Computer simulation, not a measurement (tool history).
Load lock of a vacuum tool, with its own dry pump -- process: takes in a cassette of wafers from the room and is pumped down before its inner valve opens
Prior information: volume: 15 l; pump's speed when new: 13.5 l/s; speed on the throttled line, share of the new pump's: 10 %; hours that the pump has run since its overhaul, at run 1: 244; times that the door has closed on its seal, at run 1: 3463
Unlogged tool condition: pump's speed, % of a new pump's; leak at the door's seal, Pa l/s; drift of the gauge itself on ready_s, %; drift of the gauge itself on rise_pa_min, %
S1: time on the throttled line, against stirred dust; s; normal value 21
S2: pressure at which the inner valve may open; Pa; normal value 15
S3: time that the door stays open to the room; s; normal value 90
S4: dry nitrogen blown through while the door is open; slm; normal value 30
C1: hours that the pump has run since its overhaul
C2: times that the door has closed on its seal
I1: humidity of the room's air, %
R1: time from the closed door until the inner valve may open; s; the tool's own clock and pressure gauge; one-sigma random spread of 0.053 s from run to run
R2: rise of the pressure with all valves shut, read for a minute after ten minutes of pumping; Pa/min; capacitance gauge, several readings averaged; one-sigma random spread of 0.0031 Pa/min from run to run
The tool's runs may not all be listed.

Run 1, day 0: usual settings; C1 244; C2 3463; I1 49.9. Result: R1 28.72 s, R2 0.103 Pa/min.
Run 2, day 12.121: usual settings; C1 535; C2 4473; I1 47.2. Result: R1 28.78 s, R2 0.103 Pa/min.
Run 3, day 24.05: usual settings but S1 22 s; C1 821; C2 5467; I1 44.4. Result: R1 29.65 s, R2 0.106 Pa/min.
Run 4, day 36.075: usual settings but S1 22 s; C1 1110; C2 6469; I1 44.7. Result: R1 29.69 s, R2 0.122 Pa/min.
Run 5, day 44.017: usual settings but S1 22 s; C1 1300; C2 7131; I1 45.4. Result: R1 29.59 s, R2 0.129 Pa/min.
Run 6, day 57.846: usual settings but S1 22 s, S3 174 s; C1 1632; C2 8284; I1 43.6. Result: R1 29.65 s, R2 0.17 Pa/min.
Run 7, day 65.646: usual settings but S1 22 s, S2 25 Pa, S3 174 s; C1 1819; C2 8933; I1 45. Result: R1 29.1 s, R2 0.181 Pa/min.
Run 8, day 80.117: usual settings but S2 23 Pa; C1 2167; C2 10140; I1 46.9. Result: R1 28.36 s, R2 0.151 Pa/min.
Run 9, day 91.667: usual settings but S1 22 s, S2 14 Pa; C1 2444; C2 11102; I1 49.4. Result: R1 29.81 s, R2 0.16 Pa/min.
Run 10, day 99.388: usual settings but S1 22 s, S2 14 Pa; C1 2629; C2 11746; I1 45.4. Result: R1 29.72 s, R2 0.167 Pa/min.
Run 11, day 111.217: usual settings but S1 12 s, S2 24 Pa, S3 68 s, S4 5 slm; C1 2913; C2 12732; I1 42.3. Result: R1 20.28 s, R2 0.195 Pa/min.
Run 12, day 121.429: usual settings but S1 12 s, S2 24 Pa, S3 68 s, S4 5 slm; C1 3158; C2 13583; I1 46.3. Result: R1 20.21 s, R2 0.22 Pa/min.
Run 13, day 127.996: usual settings but S2 18 Pa, S4 24 slm; C1 3316; C2 14130; I1 48. Result: R1 28.66 s, R2 0.201 Pa/min.
Run 14, day 137.604: usual settings but S1 28 s, S3 122 s, S4 43 slm; C1 3546; C2 14931; I1 46.5. Result: R1 35.13 s, R2 0.2 Pa/min.

Run 15, settings as shown, results not yet in. Your forecast:
Run 15, day 147.046: usual settings but S1 28 s, S3 122 s, S4 43 slm; C1 3773; C2 15718; I1 45.5. Result: R1 ?, R2 ?.

Run 15 produced R1 35.07 s, R2 0.208 Pa/min.
Without the tool's hidden state the same run would have given R1 34.87 s, R2 0.077 Pa/min.
